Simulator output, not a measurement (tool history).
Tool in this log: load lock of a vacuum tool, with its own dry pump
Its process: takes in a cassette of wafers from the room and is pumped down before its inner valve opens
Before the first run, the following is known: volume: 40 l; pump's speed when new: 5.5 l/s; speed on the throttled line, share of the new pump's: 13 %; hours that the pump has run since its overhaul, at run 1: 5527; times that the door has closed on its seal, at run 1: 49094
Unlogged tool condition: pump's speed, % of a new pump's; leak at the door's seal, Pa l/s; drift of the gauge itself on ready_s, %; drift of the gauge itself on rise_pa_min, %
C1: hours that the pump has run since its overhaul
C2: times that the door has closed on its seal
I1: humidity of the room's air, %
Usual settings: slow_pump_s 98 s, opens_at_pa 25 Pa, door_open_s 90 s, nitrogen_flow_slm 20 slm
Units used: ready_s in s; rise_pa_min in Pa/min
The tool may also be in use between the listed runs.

Run 1, day 0.000: usual settings; C1 5527; C2 49094; I1 47.6. Result: ready_s 147.3 s, rise_pa_min 0.139 Pa/min.
Run 2, day 5.179: usual settings; C1 5652; C2 49445; I1 43.9. Result: ready_s 147.8 s, rise_pa_min 0.137 Pa/min.
Run 3, day 12.858: usual settings but opens_at_pa 50 Pa; C1 5836; C2 49966; I1 47.1. Result: ready_s 142.4 s, rise_pa_min 0.138 Pa/min.
Run 4, day 16.662: usual settings but opens_at_pa 50 Pa; C1 5927; C2 50224; I1 44.2. Result: ready_s 142.0 s, rise_pa_min 0.139 Pa/min.
Run 5, day 23.175: usual settings but opens_at_pa 50 Pa; C1 6083; C2 50665; I1 48.0. Result: ready_s 142.4 s, rise_pa_min 0.145 Pa/min.
Run 6, day 26.708: usual settings but door_open_s 85 s; C1 6168; C2 50904; I1 42.1. Result: ready_s 147.8 s, rise_pa_min 0.134 Pa/min.
Run 7, day 30.879: usual settings but slow_pump_s 87 s, door_open_s 85 s, nitrogen_flow_slm 19 slm; C1 6268; C2 51187; I1 46.7. Result: ready_s 138.8 s, rise_pa_min 0.142 Pa/min.
Run 8, day 36.571: usual settings but slow_pump_s 87 s, door_open_s 85 s, nitrogen_flow_slm 19 slm; C1 6405; C2 51572; I1 45.8. Result: ready_s 138.2 s, rise_pa_min 0.147 Pa/min.
Run 9, day 41.158: usual settings but slow_pump_s 73 s, door_open_s 85 s, nitrogen_flow_slm 23 slm; C1 6515; C2 51884; I1 43.7. Result: ready_s 126.6 s, rise_pa_min 0.139 Pa/min.
Run 10, day 47.142: usual settings but slow_pump_s 73 s, opens_at_pa 27 Pa, door_open_s 58 s, nitrogen_flow_slm 23 slm; C1 6659; C2 52289; I1 42.3. Result: ready_s 125.8 s, rise_pa_min 0.129 Pa/min.
Run 11, day 51.971: usual settings but slow_pump_s 73 s, opens_at_pa 18 Pa, door_open_s 58 s, nitrogen_flow_slm 23 slm; C1 6775; C2 52616; I1 45.7. Result: ready_s 129.8 s, rise_pa_min 0.136 Pa/min.
Run 12, day 55.862: usual settings but slow_pump_s 73 s, opens_at_pa 41 Pa, door_open_s 54 s, nitrogen_flow_slm 6 slm; C1 6868; C2 52880; I1 42.9. Result: ready_s 122.5 s, rise_pa_min 0.161 Pa/min.

3 ways to go on from here, each from the tool as it stands after run 12. What would each give?
Run A, day 63.400: usual settings but slow_pump_s 54 s, opens_at_pa 41 Pa, door_open_s 29 s, nitrogen_flow_slm 12 slm; C1 7049; C2 53390; I1 44.8. Result: ready_s ?, rise_pa_min ?.
Run B, day 63.400: usual settings but opens_at_pa 30 Pa, door_open_s 169 s, nitrogen_flow_slm 7 slm; C1 7049; C2 53390; I1 41.9. Result: ready_s ?, rise_pa_min ?.
Run C, day 63.400: usual settings but slow_pump_s 113 s, opens_at_pa 41 Pa, door_open_s 192 s, nitrogen_flow_slm 6 slm; C1 7049; C2 53390; I1 44.2. Result: ready_s ?, rise_pa_min ?.

run  ready_s  rise_pa_min
  A    106.4        0.129
  B    146.0        0.211
  C    156.8        0.231
With the hidden condition removed and each run's random variation left untouched, the same runs would have given:
run  ready_s  rise_pa_min
  A    104.3        0.026
  B    144.1        0.108
  C    155.1        0.128
